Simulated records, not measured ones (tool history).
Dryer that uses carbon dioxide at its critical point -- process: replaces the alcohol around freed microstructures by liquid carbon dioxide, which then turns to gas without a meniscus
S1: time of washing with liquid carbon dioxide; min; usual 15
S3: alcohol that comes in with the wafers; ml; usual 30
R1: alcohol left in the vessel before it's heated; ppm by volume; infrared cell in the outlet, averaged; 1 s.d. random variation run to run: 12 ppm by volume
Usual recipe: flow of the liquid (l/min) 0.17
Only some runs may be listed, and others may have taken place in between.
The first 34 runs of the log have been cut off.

Run 35, hour 382.9: usual settings but S1 13 min, flow of the liquid (l/min) 0.232, S3 23 ml. Result: R1 333 ppm by volume.
Run 36, hour 397: usual settings but S1 20 min, flow of the liquid (l/min) 0.252, S3 89 ml. Result: R1 71 ppm by volume.
Run 37, hour 408.4: usual settings but S1 10 min, flow of the liquid (l/min) 0.257. Result: R1 874 ppm by volume.
Run 38, hour 419.9: usual settings but S3 91 ml. Result: R1 2802 ppm by volume.
Run 39, hour 431.2: usual settings but S1 9 min, flow of the liquid (l/min) 0.209, S3 104 ml. Result: R1 9458 ppm by volume.
Run 40, hour 440.8: usual settings but S3 111 ml. Result: R1 3413 ppm by volume.
Run 41, hour 448.3: usual settings but S1 17 min, flow of the liquid (l/min) 0.124, S3 49 ml. Result: R1 3247 ppm by volume.
Run 42, hour 456.9: usual settings but S1 17 min, flow of the liquid (l/min) 0.124, S3 49 ml. Result: R1 3141 ppm by volume.
Run 43, hour 467.2: usual settings but S1 17 min, flow of the liquid (l/min) 0.124, S3 49 ml. Result: R1 3291 ppm by volume.
Run 44, hour 482.6: usual settings but S1 17 min, flow of the liquid (l/min) 0.124, S3 49 ml. Result: R1 3365 ppm by volume.
Run 45, hour 492.4: usual settings but S1 24 min, flow of the liquid (l/min) 0.148, S3 35 ml. Result: R1 271 ppm by volume.
Run 46, hour 504.3: usual settings but S1 10 min, flow of the liquid (l/min) 0.238, S3 61 ml. Result: R1 2516 ppm by volume.

4 ways to go on from here, each from the tool as it stands after run 46. What would each give?
Run A, hour 515.3: usual settings but S1 17 min, flow of the liquid (l/min) 0.104, S3 61 ml. Result: R1 ?.
Run B, hour 515.3: usual settings but S1 23 min, flow of the liquid (l/min) 0.238, S3 61 ml. Result: R1 ?.
Run C, hour 515.3: usual settings but S1 16 min, flow of the liquid (l/min) 0.197, S3 79 ml. Result: R1 ?.
Run D, hour 515.3: usual settings but flow of the liquid (l/min) 0.124, S3 62 ml. Result: R1 ?.

run    R1
  A  6957
  B    57
  C   973
  D  6226
Stripped of hidden state, with their random variation kept, the same runs would have yielded:
run    R1
  A  5647
  B    13
  C   653
  D  4991
